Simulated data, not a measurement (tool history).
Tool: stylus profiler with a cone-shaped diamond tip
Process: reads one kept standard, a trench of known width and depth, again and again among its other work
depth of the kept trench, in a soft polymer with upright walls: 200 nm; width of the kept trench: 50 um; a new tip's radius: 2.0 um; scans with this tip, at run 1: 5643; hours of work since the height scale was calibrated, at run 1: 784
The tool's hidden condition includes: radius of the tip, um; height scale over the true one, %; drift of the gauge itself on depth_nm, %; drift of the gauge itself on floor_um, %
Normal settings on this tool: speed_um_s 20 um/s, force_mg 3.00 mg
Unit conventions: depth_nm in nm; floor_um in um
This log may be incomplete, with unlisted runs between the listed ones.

| run | day | speed_um_s | force_mg | scans with this tip | hours of work since the height scale was calibrated | depth_nm | floor_um |
|---|---|---|---|---|---|---|---|
| 1 | 0.000 | 20 | 3.00 | 5643 | 784 | 202.54 | 47.60 |
| 2 | 1.246 | 20 | 2.12 | 5770 | 802 | 202.07 | 47.61 |
| 3 | 2.100 | 20 | 2.12 | 5857 | 814 | 202.11 | 47.63 |
| 4 | 2.767 | 20 | 2.12 | 5925 | 823 | 202.09 | 47.65 |
| 5 | 3.992 | 20 | 1.86 | 6049 | 840 | 201.95 | 47.61 |
| 6 | 5.417 | 20 | 2.95 | 6194 | 860 | 202.52 | 47.62 |
| 7 | 6.050 | 24 | 3.00 | 6259 | 869 | 202.55 | 47.61 |
|  | 6.175 | height scale calibrated on a step standard |
| 8 | 7.571 | 26 | 3.00 | 6411 | 20 | 202.62 | 47.56 |
| 9 | 8.658 | 26 | 3.00 | 6522 | 35 | 202.62 | 47.53 |
| 10 | 9.558 | 8 | 5.68 | 6613 | 48 | 203.85 | 47.55 |
| 11 | 10.975 | 8 | 5.68 | 6758 | 68 | 203.87 | 47.61 |
|  | 12.225 | height scale calibrated on a step standard, once more |
| 12 | 12.279 | 32 | 3.98 | 6888 | 1 | 202.75 | 47.56 |
| 13 | 13.396 | 10 | 3.30 | 7002 | 17 | 202.40 | 47.57 |
| 14 | 14.362 | 24 | 1.39 | 7100 | 30 | 201.33 | 47.50 |
| 15 | 15.383 | 24 | 1.39 | 7204 | 45 | 201.37 | 47.47 |
| 16 | 16.333 | 24 | 1.39 | 7301 | 58 | 201.34 | 47.43 |
| 17 | 17.779 | 68 | 4.41 | 7448 | 78 | 202.90 | 47.38 |
| 18 | 19.042 | 16 | 1.64 | 7576 | 96 | 201.55 | 47.51 |

Selected run-to-run steps in depth_nm, each split into two signed amounts: the part the tool would show with no hidden state at all (from settings, incoming material and random variation), and the remainder, which goes to the hidden state together with any gauge scatter not common to the measured and the hidden-state-free results:
Run 11 -> 12: speed_um_s 8 -> 32, force_mg 5.68 -> 3.98, height scale calibrated on a step standard, once more. depth_nm -1.12 nm: hidden state -0.35, all else -0.77.
Run 16 -> 17: speed_um_s 24 -> 68, force_mg 1.39 -> 4.41. depth_nm +1.56 nm: hidden state +0.01, all else +1.55.
